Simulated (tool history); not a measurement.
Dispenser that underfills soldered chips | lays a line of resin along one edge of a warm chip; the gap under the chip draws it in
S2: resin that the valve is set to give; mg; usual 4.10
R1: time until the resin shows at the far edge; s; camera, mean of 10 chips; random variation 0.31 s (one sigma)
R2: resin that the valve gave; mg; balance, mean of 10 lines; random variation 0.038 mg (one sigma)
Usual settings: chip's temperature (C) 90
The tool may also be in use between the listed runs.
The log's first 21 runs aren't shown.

-- hour=217.2 new syringe of resin
-- hour=224.3 new syringe of resin
run 22 hour=228.0 | chip's_temperature_(C)=95 S2=4.64 | R1=5.0 R2=4.53
-- hour=232.4 new syringe of resin
-- hour=236.7 stage's temperature calibrated
run 23 hour=236.7 | chip's_temperature_(C)=77 S2=5.05 | R1=11.3 R2=4.88
-- hour=240.8 new syringe of resin
run 24 hour=246.4 | chip's_temperature_(C)=102 S2=4.79 | R1=5.3 R2=4.59
-- hour=249.3 new syringe of resin
-- hour=256.5 new syringe of resin
run 25 hour=258.9 | chip's_temperature_(C)=102 S2=4.79 | R1=4.9 R2=4.60
-- hour=264.0 new syringe of resin
run 26 hour=269.1 | chip's_temperature_(C)=85 S2=4.95 | R1=9.0 R2=4.67
-- hour=271.4 new syringe of resin
-- hour=278.7 new syringe of resin
run 27 hour=283.9 | chip's_temperature_(C)=96 S2=4.87 | R1=5.3 R2=4.53
-- hour=286.8 new syringe of resin
-- hour=294.4 new syringe of resin
run 28 hour=299.9 | chip's_temperature_(C)=96 S2=4.87 | R1=6.6 R2=4.53
-- hour=301.6 new syringe of resin
-- hour=309.1 new syringe of resin
-- hour=310.1 dispensing valve cleaned and set on the balance
run 29 hour=312.1 | chip's_temperature_(C)=85 S2=3.56 | R1=8.1 R2=3.55
-- hour=317.7 new syringe of resin
-- hour=325.7 new syringe of resin
run 30 hour=326.0 | chip's_temperature_(C)=85 S2=3.56 | R1=7.6 R2=3.49

3 ways to go on from here, each from the tool as it stands after run 30. What would each give?
-- hour=333.1 new syringe of resin
run A hour=334.8 | chip's_temperature_(C)=93 S2=3.95 | R1=? R2=?
-- hour=333.1 new syringe of resin
run B hour=334.8 | chip's_temperature_(C)=82 S2=5.07 | R1=? R2=?
-- hour=333.1 new syringe of resin
run C hour=334.8 | chip's_temperature_(C)=97 S2=4.55 | R1=? R2=?

run=A R1=6.9 R2=3.83
run=B R1=8.2 R2=4.96
run=C R1=4.9 R2=4.41
Without the tool's hidden state the same runs would have given:
run=A R1=6.6 R2=3.92
run=B R1=7.8 R2=5.06
run=C R1=4.7 R2=4.51
